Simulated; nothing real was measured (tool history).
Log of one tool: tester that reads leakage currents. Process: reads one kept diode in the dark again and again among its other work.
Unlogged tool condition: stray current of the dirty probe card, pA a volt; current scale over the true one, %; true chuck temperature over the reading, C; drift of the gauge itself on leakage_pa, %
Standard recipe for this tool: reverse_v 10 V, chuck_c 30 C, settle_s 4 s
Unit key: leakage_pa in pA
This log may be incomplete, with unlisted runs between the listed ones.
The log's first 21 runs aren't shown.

| run | hour | reverse_v | chuck_c | settle_s | hours of work since the probe card was cleaned | hours of work since the tester was calibrated | hours of work since the chuck was calibrated | leakage_pa |
|---|---|---|---|---|---|---|---|---|
| 22 | 572.5 | 1.6 | 22 | 5.27 | 497 | 444 | 282 | 10.75 |
|  | 579 | probe card cleaned and baked |
| 23 | 593.3 | 1.6 | 22 | 5.27 | 8 | 453 | 292 | 11.04 |
| 24 | 610.8 | 2.8 | 53 | 0.48 | 17 | 463 | 301 | 122.91 |
| 25 | 630.9 | 2.8 | 53 | 0.48 | 28 | 473 | 312 | 123.44 |
|  | 646.8 | probe card cleaned and baked, once more |
| 26 | 649.3 | 2.8 | 30 | 8.99 | 1 | 482 | 320 | 23.02 |
| 27 | 673.5 | 6.1 | 20 | 0.97 | 14 | 495 | 333 | 16.17 |
| 28 | 695.1 | 6.1 | 57 | 6.05 | 26 | 506 | 345 | 215.38 |
| 29 | 718.5 | 6.1 | 57 | 6.05 | 39 | 519 | 358 | 214.42 |
| 30 | 740.2 | 10 | 25 | 4.21 | 50 | 530 | 369 | 27.62 |
| 31 | 765 | 1 | 40 | 4 | 64 | 544 | 383 | 31.07 |
| 32 | 792.5 | 10 | 50 | 4 | 78 | 559 | 397 | 166.7 |
| 33 | 819.6 | 10 | 30 | 0.58 | 93 | 573 | 412 | 44.61 |
| 34 | 846.9 | 1.4 | 29 | 2.26 | 108 | 588 | 427 | 15.85 |
| 35 | 862.9 | 1.2 | 30 | 2.73 | 116 | 596 | 435 | 15.91 |
| 36 | 891.9 | 1.2 | 30 | 2.73 | 132 | 612 | 451 | 15.96 |
| 37 | 916.1 | 9.6 | 30 | 6.09 | 145 | 625 | 464 | 39.86 |
| 38 | 943.3 | 9.6 | 30 | 0.68 | 159 | 640 | 478 | 43.23 |
| 39 | 975.4 | 9.6 | 30 | 0.68 | 177 | 657 | 496 | 43.05 |

Branching from run 39: 3 alternative next runs. What would each branch give?
| A | 1013.4 | 10 | 30 | 2.1 | 197 | 677 | 516 | ? |
| B | 1013.4 | 10 | 50 | 4.5 | 197 | 677 | 516 | ? |
| C | 1013.4 | 1.1 | 42 | 2.17 | 197 | 677 | 516 | ? |

| run | leakage_pa |
|---|---|
| A | 41.89 |
| B | 165.36 |
| C | 36.85 |
Take away the tool's hidden state, keep each run's random variation, and the runs would have read:
| run | leakage_pa |
|---|---|
| A | 42.57 |
| B | 174.69 |
| C | 39.35 |
